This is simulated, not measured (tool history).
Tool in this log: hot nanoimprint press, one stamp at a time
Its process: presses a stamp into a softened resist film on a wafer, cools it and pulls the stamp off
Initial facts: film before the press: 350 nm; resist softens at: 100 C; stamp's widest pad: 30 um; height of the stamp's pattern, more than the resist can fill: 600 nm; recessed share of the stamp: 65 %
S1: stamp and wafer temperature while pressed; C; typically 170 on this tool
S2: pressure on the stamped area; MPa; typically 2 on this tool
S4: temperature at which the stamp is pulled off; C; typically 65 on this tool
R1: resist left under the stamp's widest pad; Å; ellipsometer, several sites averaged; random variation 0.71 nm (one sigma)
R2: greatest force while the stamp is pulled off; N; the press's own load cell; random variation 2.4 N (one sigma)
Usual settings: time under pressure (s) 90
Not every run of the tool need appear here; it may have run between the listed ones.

Run 1, hour 0.0: usual settings. Result: R1 1899 Å, R2 193 N.
Run 2, hour 8.0: usual settings. Result: R1 1887 Å, R2 189 N.
Run 3, hour 12.4: usual settings. Result: R1 1910 Å, R2 195 N.
Run 4, hour 17.4: usual settings. Result: R1 1904 Å, R2 193 N.
Run 5, hour 21.9: usual settings. Result: R1 1897 Å, R2 190 N.
Run 6, hour 28.1: usual settings but time under pressure (s) 68. Result: R1 2067 Å, R2 194 N.
Run 7, hour 36.6: usual settings but time under pressure (s) 68. Result: R1 2086 Å, R2 192 N.
Run 8, hour 42.7: usual settings but time under pressure (s) 68. Result: R1 2082 Å, R2 194 N.
Run 9, hour 46.9: usual settings but time under pressure (s) 68. Result: R1 2085 Å, R2 195 N.
Run 10, hour 52.8: usual settings but time under pressure (s) 68. Result: R1 2081 Å, R2 194 N.
Run 11, hour 60.9: usual settings but S1 166 C. Result: R1 2173 Å, R2 194 N.
Run 12, hour 70.0: usual settings but S1 166 C. Result: R1 2184 Å, R2 195 N.
Run 13, hour 79.3: usual settings but time under pressure (s) 52. Result: R1 2256 Å, R2 193 N.
Run 14, hour 88.4: usual settings. Result: R1 1888 Å, R2 194 N.
Run 15, hour 92.3: usual settings. Result: R1 1897 Å, R2 198 N.

Expected results for the next run?
Run 16, hour 100.1: usual settings but S1 177 C, time under pressure (s) 68, S4 68 C. Result: R1 ?, R2 ?.

R1: 1629 Å
R2: 188 N
Minus the tool's unlogged condition, the same run would have read R1 1684 Å, R2 180 N.

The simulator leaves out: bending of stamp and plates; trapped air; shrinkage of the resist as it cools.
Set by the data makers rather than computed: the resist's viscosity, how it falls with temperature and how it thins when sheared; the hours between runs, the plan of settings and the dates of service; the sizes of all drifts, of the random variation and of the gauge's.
